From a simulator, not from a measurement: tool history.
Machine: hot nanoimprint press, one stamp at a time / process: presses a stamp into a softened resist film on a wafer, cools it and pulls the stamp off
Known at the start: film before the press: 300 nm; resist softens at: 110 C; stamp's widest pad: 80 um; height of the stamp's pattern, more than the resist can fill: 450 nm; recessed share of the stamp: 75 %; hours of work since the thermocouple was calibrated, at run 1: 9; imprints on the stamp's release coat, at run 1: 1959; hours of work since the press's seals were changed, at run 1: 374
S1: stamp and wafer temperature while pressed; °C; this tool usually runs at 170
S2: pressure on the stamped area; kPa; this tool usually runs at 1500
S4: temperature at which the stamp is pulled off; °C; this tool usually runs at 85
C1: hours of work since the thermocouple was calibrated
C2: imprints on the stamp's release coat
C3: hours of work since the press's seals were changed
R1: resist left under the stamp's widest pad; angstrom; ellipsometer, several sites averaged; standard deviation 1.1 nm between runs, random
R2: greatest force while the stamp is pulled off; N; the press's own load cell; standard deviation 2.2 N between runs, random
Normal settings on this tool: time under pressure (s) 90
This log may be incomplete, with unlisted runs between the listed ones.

run 1 hour=0.0 | S1=170 S2=1500 time_under_pressure_(s)=90 S4=85 | C1=9 C2=1959 C3=374 | R1=1610 R2=129
-- hour=12.7 stamp cleaned and given a new release coat
run 2 hour=20.7 | S1=170 S2=1500 time_under_pressure_(s)=90 S4=85 | C1=15 C2=23 C3=380 | R1=1623 R2=98
run 3 hour=47.0 | S1=170 S2=1500 time_under_pressure_(s)=90 S4=85 | C1=26 C2=99 C3=392 | R1=1607 R2=103
run 4 hour=72.8 | S1=170 S2=1500 time_under_pressure_(s)=90 S4=85 | C1=37 C2=173 C3=403 | R1=1620 R2=103
run 5 hour=92.5 | S1=170 S2=1500 time_under_pressure_(s)=90 S4=85 | C1=46 C2=230 C3=411 | R1=1622 R2=103
run 6 hour=104.6 | S1=170 S2=1500 time_under_pressure_(s)=90 S4=82 | C1=51 C2=264 C3=416 | R1=1610 R2=113
run 7 hour=128.5 | S1=170 S2=1500 time_under_pressure_(s)=90 S4=82 | C1=61 C2=333 C3=426 | R1=1615 R2=113
run 8 hour=148.4 | S1=170 S2=1500 time_under_pressure_(s)=90 S4=85 | C1=69 C2=390 C3=435 | R1=1621 R2=103
run 9 hour=168.6 | S1=170 S2=1500 time_under_pressure_(s)=90 S4=85 | C1=78 C2=448 C3=443 | R1=1619 R2=105
-- hour=173.5 plate thermocouple calibrated
run 10 hour=193.7 | S1=170 S2=1500 time_under_pressure_(s)=90 S4=84 | C1=9 C2=512 C3=453 | R1=1619 R2=108
run 11 hour=214.7 | S1=170 S2=1500 time_under_pressure_(s)=90 S4=85 | C1=17 C2=573 C3=462 | R1=1651 R2=108
run 12 hour=237.6 | S1=170 S2=1500 time_under_pressure_(s)=128 S4=87 | C1=27 C2=638 C3=471 | R1=1473 R2=107
run 13 hour=259.5 | S1=170 S2=1960 time_under_pressure_(s)=90 S4=71 | C1=37 C2=702 C3=481 | R1=1448 R2=152
-- hour=282.3 plate thermocouple calibrated, once more
run 14 hour=288.3 | S1=170 S2=1960 time_under_pressure_(s)=90 S4=71 | C1=3 C2=776 C3=491 | R1=1408 R2=160
run 15 hour=314.3 | S1=170 S2=1130 time_under_pressure_(s)=90 S4=85 | C1=14 C2=850 C3=503 | R1=1835 R2=112
run 16 hour=329.0 | S1=165 S2=900 time_under_pressure_(s)=122 S4=87 | C1=20 C2=893 C3=509 | R1=2175 R2=106

Branching from run 16: 3 alternative next runs. What would each branch give?
run A hour=353.2 | S1=174 S2=1500 time_under_pressure_(s)=119 S4=85 | C1=30 C2=963 C3=519 | R1=? R2=?
run B hour=353.2 | S1=178 S2=900 time_under_pressure_(s)=84 S4=76 | C1=30 C2=963 C3=519 | R1=? R2=?
run C hour=353.2 | S1=170 S2=1500 time_under_pressure_(s)=86 S4=92 | C1=30 C2=963 C3=519 | R1=? R2=?

run=A R1=1276 R2=116
run=B R1=1594 R2=144
run=C R1=1626 R2=93
Had the tool no hidden state, the same runs would have come out as:
run=A R1=1251 R2=101
run=B R1=1575 R2=126
run=C R1=1596 R2=82
